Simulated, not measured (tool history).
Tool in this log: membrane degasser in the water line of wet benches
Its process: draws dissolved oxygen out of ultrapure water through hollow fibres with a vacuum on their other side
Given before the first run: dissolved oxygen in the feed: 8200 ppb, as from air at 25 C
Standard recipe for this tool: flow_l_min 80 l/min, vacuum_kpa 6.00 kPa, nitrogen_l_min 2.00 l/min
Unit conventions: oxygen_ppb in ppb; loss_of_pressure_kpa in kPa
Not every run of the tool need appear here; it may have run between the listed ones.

| run | hour | flow_l_min | vacuum_kpa | nitrogen_l_min | oxygen_ppb | loss_of_pressure_kpa |
|---|---|---|---|---|---|---|
| 1 | 0.0 | 80 | 6.00 | 2.00 | 450.3 | 68.84 |
|  | 123.6 | seals of the vacuum lines changed |
| 2 | 180.7 | 108 | 6.00 | 2.00 | 586.2 | 93.03 |
| 3 | 324.3 | 108 | 6.00 | 2.00 | 587.1 | 93.00 |
| 4 | 573.8 | 108 | 6.00 | 2.00 | 586.6 | 93.42 |
| 5 | 776.0 | 108 | 6.00 | 2.00 | 582.5 | 93.27 |
| 6 | 911.6 | 108 | 6.00 | 2.00 | 583.4 | 93.92 |
| 7 | 1068.7 | 108 | 6.00 | 2.00 | 589.7 | 94.27 |
| 8 | 1278.0 | 80 | 11.53 | 3.55 | 601.7 | 70.25 |
| 9 | 1447.6 | 80 | 11.53 | 3.55 | 620.5 | 70.07 |
| 10 | 1656.0 | 83 | 5.97 | 0.83 | 645.7 | 72.39 |
| 11 | 1880.5 | 83 | 5.97 | 0.83 | 647.2 | 72.76 |
| 12 | 2142.1 | 48 | 11.05 | 0.91 | 828.2 | 42.09 |
| 13 | 2422.6 | 51 | 9.31 | 1.53 | 521.2 | 45.11 |
| 14 | 2661.0 | 86 | 8.35 | 1.54 | 739.4 | 76.08 |

Predict each of these 4 candidate next runs independently; none follows another, all start after run 14:
|  | 2832.4 | gauge calibrated |
| A | 2863.0 | 80 | 6.00 | 1.47 | ? | ? |
|  | 2832.4 | gauge calibrated |
| B | 2863.0 | 58 | 10.41 | 2.00 | ? | ? |
|  | 2832.4 | gauge calibrated |
| C | 2863.0 | 84 | 4.32 | 1.82 | ? | ? |
|  | 2832.4 | gauge calibrated |
| D | 2863.0 | 79 | 8.35 | 2.29 | ? | ? |

| run | oxygen_ppb | loss_of_pressure_kpa |
|---|---|---|
| A | 501.9 | 69.24 |
| B | 572.2 | 50.40 |
| C | 346.2 | 72.67 |
| D | 573.7 | 68.61 |
Without the tool's unlogged condition, the same runs would have read:
| run | oxygen_ppb | loss_of_pressure_kpa |
|---|---|---|
| A | 501.4 | 69.19 |
| B | 571.9 | 50.37 |
| C | 345.7 | 72.62 |
| D | 573.2 | 68.56 |
